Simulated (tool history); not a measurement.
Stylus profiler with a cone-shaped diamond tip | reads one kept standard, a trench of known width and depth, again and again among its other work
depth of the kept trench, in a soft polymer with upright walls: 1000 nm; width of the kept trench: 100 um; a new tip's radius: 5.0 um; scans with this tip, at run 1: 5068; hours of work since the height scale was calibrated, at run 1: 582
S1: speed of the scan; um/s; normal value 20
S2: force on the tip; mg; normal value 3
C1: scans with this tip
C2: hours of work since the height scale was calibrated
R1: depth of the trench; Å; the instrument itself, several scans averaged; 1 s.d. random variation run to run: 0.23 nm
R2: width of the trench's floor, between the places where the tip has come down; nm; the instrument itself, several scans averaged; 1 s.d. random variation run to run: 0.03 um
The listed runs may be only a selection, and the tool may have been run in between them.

run	hour	S1	S2	C1	C2	R1	R2
1	0	20	3	5068	582	10159.7	92820
2	33.4	20	3	5223	600	10159.6	92860
3	61.1	20	3	5351	614	10159.4	92760
4	87.3	20	3	5473	628	10158.8	92780
5	112.5	20	3	5590	642	10160.7	92770
6	146.4	20	3	5747	660	10158.6	92720
7	180.4	20	3.88	5905	678	10193.5	92740
8	207.4	20	3.88	6031	692	10189.1	92660
9	227.1	20	6.47	6122	703	10271.8	92690
10	250.7	20	6.47	6231	716	10274	92660
11	284.4	20	3	6388	734	10152.1	92620
12	304.5	20	3	6481	744	10150.4	92600
13	341.6	20	3	6653	764	10157.1	92610

Run 14 comes next. What will it give?
14	382.5	58	3.98	6843	786	?	?

R1: 10189.6 Å
R2: 92470 nm
Without the tool's hidden state the same run would have given R1 10215.2 Å, R2 93910 nm.
